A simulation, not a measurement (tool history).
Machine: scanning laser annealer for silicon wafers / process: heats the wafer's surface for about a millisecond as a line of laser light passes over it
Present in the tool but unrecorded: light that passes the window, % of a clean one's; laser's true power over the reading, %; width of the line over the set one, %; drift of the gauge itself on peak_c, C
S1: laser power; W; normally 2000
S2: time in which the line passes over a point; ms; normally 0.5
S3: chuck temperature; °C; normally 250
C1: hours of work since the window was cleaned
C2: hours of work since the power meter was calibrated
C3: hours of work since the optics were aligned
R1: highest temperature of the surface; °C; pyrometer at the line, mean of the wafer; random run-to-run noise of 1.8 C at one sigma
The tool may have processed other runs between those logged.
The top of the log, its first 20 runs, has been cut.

run,hour,S1,S2,S3,C1,C2,C3,R1
21,1565.5,2000,0.369,243,472,2195,230,867
22,1634.6,1830,0.57,211,524,2248,282,942
23,1733.4,2000,0.596,273,599,2322,357,1097
24,1777.5,1786,0.5,256,632,2356,390,914
25,1867.4,2000,0.5,211,700,2424,458,947
26,1923.3,1936,0.54,214,742,2466,500,961
27,2018.8,1936,0.54,214,814,2538,573,955
# hour 2064.6: window over the wafer cleaned
28,2076.5,1936,0.54,214,9,2580,615,989
29,2118.1,2166,0.548,214,40,2612,646,1092
30,2161.4,2166,0.548,214,73,2645,679,1090
31,2239.7,2166,0.548,214,132,2704,738,1086
32,2313.8,1910,0.351,214,188,2760,794,801
33,2385.9,1910,0.351,214,243,2814,849,796
34,2474.2,1910,0.351,214,310,2881,915,795
35,2527.3,1910,0.614,233,350,2921,956,1042
36,2592.5,1925,0.416,233,399,2971,1005,876
# hour 2635.5: optics aligned, line set to its width
37,2640.8,2000,0.45,219,432,3003,4,930
38,2716.4,2000,0.433,282,489,3060,61,976
39,2760.1,2011,0.5,250,522,3094,94,1005
40,2815.3,2146,0.5,233,564,3135,136,1041

Below are 4 alternative next runs, each starting from the tool's condition after run 40. Predict each:
A,2907.8,1790,0.5,250,634,3205,206,?
B,2907.8,2073,0.5,233,634,3205,206,?
C,2907.8,2146,0.5,221,634,3205,206,?
D,2907.8,2000,0.366,241,634,3205,206,?

run,R1
A,914
B,1007
C,1023
D,862
The same runs, with their run-to-run variation unchanged, on a tool lacking any hidden condition would have given:
run,R1
A,926
B,1021
C,1037
D,873
